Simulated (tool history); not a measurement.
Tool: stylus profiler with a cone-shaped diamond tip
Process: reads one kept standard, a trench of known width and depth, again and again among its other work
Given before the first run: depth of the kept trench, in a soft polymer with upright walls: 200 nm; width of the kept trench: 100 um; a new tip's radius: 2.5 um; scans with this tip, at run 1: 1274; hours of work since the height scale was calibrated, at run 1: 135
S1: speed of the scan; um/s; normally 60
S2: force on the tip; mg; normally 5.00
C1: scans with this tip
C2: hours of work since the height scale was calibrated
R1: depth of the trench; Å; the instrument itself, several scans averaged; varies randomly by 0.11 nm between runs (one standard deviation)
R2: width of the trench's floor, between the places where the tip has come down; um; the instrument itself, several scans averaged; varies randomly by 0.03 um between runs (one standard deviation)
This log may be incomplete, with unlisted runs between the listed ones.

{"run": 1, "day": 0.0, "S1": 60, "S2": 5.0, "C1": 1274, "C2": 135, "R1": 2025.0, "R2": 97.85}
{"run": 2, "day": 0.488, "S1": 60, "S2": 5.0, "C1": 1351, "C2": 143, "R1": 2025.9, "R2": 97.81}
{"run": 3, "day": 0.758, "S1": 60, "S2": 5.0, "C1": 1393, "C2": 148, "R1": 2026.3, "R2": 97.82}
{"run": 4, "day": 1.046, "S1": 60, "S2": 5.0, "C1": 1439, "C2": 153, "R1": 2024.2, "R2": 97.8}
{"run": 5, "day": 1.538, "S1": 60, "S2": 5.0, "C1": 1517, "C2": 161, "R1": 2024.0, "R2": 97.8}
{"run": 6, "day": 2.142, "S1": 60, "S2": 5.0, "C1": 1612, "C2": 171, "R1": 2024.8, "R2": 97.76}
{"run": 7, "day": 2.558, "S1": 20, "S2": 5.0, "C1": 1678, "C2": 178, "R1": 2025.2, "R2": 97.95}
{"run": 8, "day": 2.95, "S1": 60, "S2": 5.0, "C1": 1740, "C2": 185, "R1": 2025.9, "R2": 97.88}
{"run": 9, "day": 3.388, "S1": 60, "S2": 5.0, "C1": 1809, "C2": 192, "R1": 2024.9, "R2": 97.89}
{"run": 10, "day": 3.742, "S1": 60, "S2": 5.0, "C1": 1865, "C2": 198, "R1": 2026.7, "R2": 97.79}
{"run": 11, "day": 4.254, "S1": 60, "S2": 5.0, "C1": 1946, "C2": 207, "R1": 2024.9, "R2": 97.78}
{"run": 12, "day": 4.754, "S1": 60, "S2": 5.0, "C1": 2025, "C2": 215, "R1": 2024.8, "R2": 97.84}
{"run": 13, "day": 5.046, "S1": 60, "S2": 5.0, "C1": 2071, "C2": 220, "R1": 2025.3, "R2": 97.77}
{"run": 14, "day": 5.492, "S1": 60, "S2": 5.0, "C1": 2142, "C2": 227, "R1": 2023.9, "R2": 97.74}
{"run": 15, "day": 6.058, "S1": 180, "S2": 5.0, "C1": 2231, "C2": 237, "R1": 2024.3, "R2": 97.4}
{"run": 16, "day": 6.679, "S1": 180, "S2": 5.0, "C1": 2329, "C2": 247, "R1": 2025.0, "R2": 97.37}
{"run": 17, "day": 7.321, "S1": 60, "S2": 5.0, "C1": 2430, "C2": 258, "R1": 2025.0, "R2": 97.79}
{"run": 18, "day": 7.938, "S1": 64, "S2": 5.31, "C1": 2528, "C2": 269, "R1": 2025.3, "R2": 97.79}
{"run": 19, "day": 8.583, "S1": 68, "S2": 4.72, "C1": 2630, "C2": 279, "R1": 2023.4, "R2": 97.72}
{"run": 20, "day": 8.975, "S1": 60, "S2": 10.62, "C1": 2692, "C2": 286, "R1": 2041.9, "R2": 97.84}
{"run": 21, "day": 9.25, "S1": 160, "S2": 1.75, "C1": 2736, "C2": 291, "R1": 2010.0, "R2": 97.03}
{"run": 22, "day": 9.658, "S1": 160, "S2": 1.75, "C1": 2800, "C2": 297, "R1": 2009.6, "R2": 97.07}
{"run": 23, "day": 10.2, "S1": 18, "S2": 5.0, "C1": 2886, "C2": 307, "R1": 2023.8, "R2": 97.92}
{"run": 24, "day": 10.712, "S1": 20, "S2": 9.09, "C1": 2967, "C2": 315, "R1": 2035.8, "R2": 97.96}
{"run": 25, "day": 11.008, "S1": 60, "S2": 2.86, "C1": 3014, "C2": 320, "R1": 2014.3, "R2": 97.71}
{"run": 26, "day": 11.392, "S1": 98, "S2": 12.93, "C1": 3074, "C2": 327, "R1": 2049.9, "R2": 97.77}
{"run": 27, "day": 11.721, "S1": 98, "S2": 12.93, "C1": 3126, "C2": 332, "R1": 2048.3, "R2": 97.7}
{"run": 28, "day": 12.246, "S1": 63, "S2": 12.72, "C1": 3210, "C2": 341, "R1": 2046.4, "R2": 97.89}
{"run": 29, "day": 12.883, "S1": 63, "S2": 12.72, "C1": 3310, "C2": 352, "R1": 2048.0, "R2": 97.81}
{"run": 30, "day": 13.329, "S1": 67, "S2": 12.72, "C1": 3381, "C2": 359, "R1": 2046.9, "R2": 97.75}
{"run": 31, "day": 13.817, "S1": 237, "S2": 2.1, "C1": 3457, "C2": 367, "R1": 2013.3, "R2": 96.71}
{"run": 32, "day": 14.438, "S1": 129, "S2": 9.21, "C1": 3556, "C2": 378, "R1": 2036.3, "R2": 97.59}
{"run": 33, "day": 14.888, "S1": 178, "S2": 6.37, "C1": 3627, "C2": 385, "R1": 2027.8, "R2": 97.5}

Same runs, no hidden state in the tool, same run-to-run variation:
Hidden conditions of the tool in this case: radius of the tip, um; height scale over the true one, %; drift of the gauge itself on depth_nm, %; drift of the gauge itself on floor_um, %.
run=1 R1=2026.6 R2=97.87
run=2 R1=2027.6 R2=97.83
run=3 R1=2028.0 R2=97.84
run=4 R1=2025.9 R2=97.82
run=5 R1=2025.7 R2=97.83
run=6 R1=2026.7 R2=97.78
run=7 R1=2027.1 R2=97.98
run=8 R1=2027.8 R2=97.91
run=9 R1=2026.8 R2=97.92
run=10 R1=2028.7 R2=97.82
run=11 R1=2027.0 R2=97.82
run=12 R1=2026.9 R2=97.88
run=13 R1=2027.4 R2=97.81
run=14 R1=2026.1 R2=97.79
run=15 R1=2026.5 R2=97.44
run=16 R1=2027.2 R2=97.42
run=17 R1=2027.3 R2=97.84
run=18 R1=2027.7 R2=97.85
run=19 R1=2025.8 R2=97.78
run=20 R1=2044.4 R2=97.91
run=21 R1=2012.5 R2=97.10
run=22 R1=2012.2 R2=97.13
run=23 R1=2026.4 R2=97.99
run=24 R1=2038.5 R2=98.03
run=25 R1=2017.0 R2=97.78
run=26 R1=2052.6 R2=97.84
run=27 R1=2051.0 R2=97.78
run=28 R1=2049.3 R2=97.97
run=29 R1=2050.9 R2=97.89
run=30 R1=2049.9 R2=97.84
run=31 R1=2016.3 R2=96.80
run=32 R1=2039.4 R2=97.69
run=33 R1=2030.9 R2=97.60
